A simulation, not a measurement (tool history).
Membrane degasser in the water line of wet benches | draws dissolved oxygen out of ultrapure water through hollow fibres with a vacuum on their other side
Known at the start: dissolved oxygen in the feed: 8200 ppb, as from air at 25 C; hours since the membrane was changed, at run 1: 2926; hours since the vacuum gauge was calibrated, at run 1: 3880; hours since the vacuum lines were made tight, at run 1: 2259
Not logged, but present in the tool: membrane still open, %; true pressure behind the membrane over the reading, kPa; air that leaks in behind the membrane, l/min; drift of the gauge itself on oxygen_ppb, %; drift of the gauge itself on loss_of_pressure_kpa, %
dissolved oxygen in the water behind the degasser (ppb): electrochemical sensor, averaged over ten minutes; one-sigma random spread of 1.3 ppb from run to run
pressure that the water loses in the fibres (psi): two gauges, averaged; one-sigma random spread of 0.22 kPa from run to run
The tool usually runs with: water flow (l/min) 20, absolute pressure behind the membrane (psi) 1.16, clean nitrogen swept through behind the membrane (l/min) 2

run	hour	water flow (l/min)	absolute pressure behind the membrane (psi)	clean nitrogen swept through behind the membrane (l/min)	hours since the membrane was changed	hours since the vacuum gauge was calibrated	hours since the vacuum lines were made tight	dissolved oxygen in the water behind the degasser (ppb)	pressure that the water loses in the fibres (psi)
1	0	20	1.16	2	2926	3880	2259	128	7.704
2	112.7	20	1.16	2	3039	3993	2371	124.8	7.664
3	229.7	20	1.16	2	3156	4110	2488	125.9	7.662
4	359.7	20	1.16	2	3286	4240	2618	128.4	7.732
5	504.7	20	1.16	2	3431	4385	2763	124.8	7.674
6	614	20	1.16	2	3540	4494	2873	129.2	7.683
7	698.2	20	1.16	1.94	3625	4578	2957	128.7	7.616
8	780.3	20	2.2	1.61	3707	4660	3039	347.3	7.628
9	934.8	20	1.16	3.68	3861	4815	3193	78.2	7.667
10	1108.6	24	1.16	3.68	4035	4989	3367	101.4	9.237
11	1228	24	1.16	3.68	4154	5108	3487	100.4	9.182
12	1400.9	24	1.16	3.68	4327	5281	3660	100.5	9.294

Alternative continuations, all from the tool just after run 12; predict every row:
# hour 1452: vacuum gauge calibrated
A	1563.3	28	1.16	2	4489	111	3822	?	?
# hour 1452: vacuum gauge calibrated
B	1563.3	16	1.569	2.24	4489	111	3822	?	?
# hour 1452: vacuum gauge calibrated
C	1563.3	20	1.669	2	4489	111	3822	?	?

run	dissolved oxygen in the water behind the degasser (ppb)	pressure that the water loses in the fibres (psi)
A	187.7	10.736
B	137.9	6.145
C	207.3	7.702
What these runs would have given with no unlogged condition in the tool:
run	dissolved oxygen in the water behind the degasser (ppb)	pressure that the water loses in the fibres (psi)
A	187.6	10.73
B	137.9	6.141
C	207.2	7.697
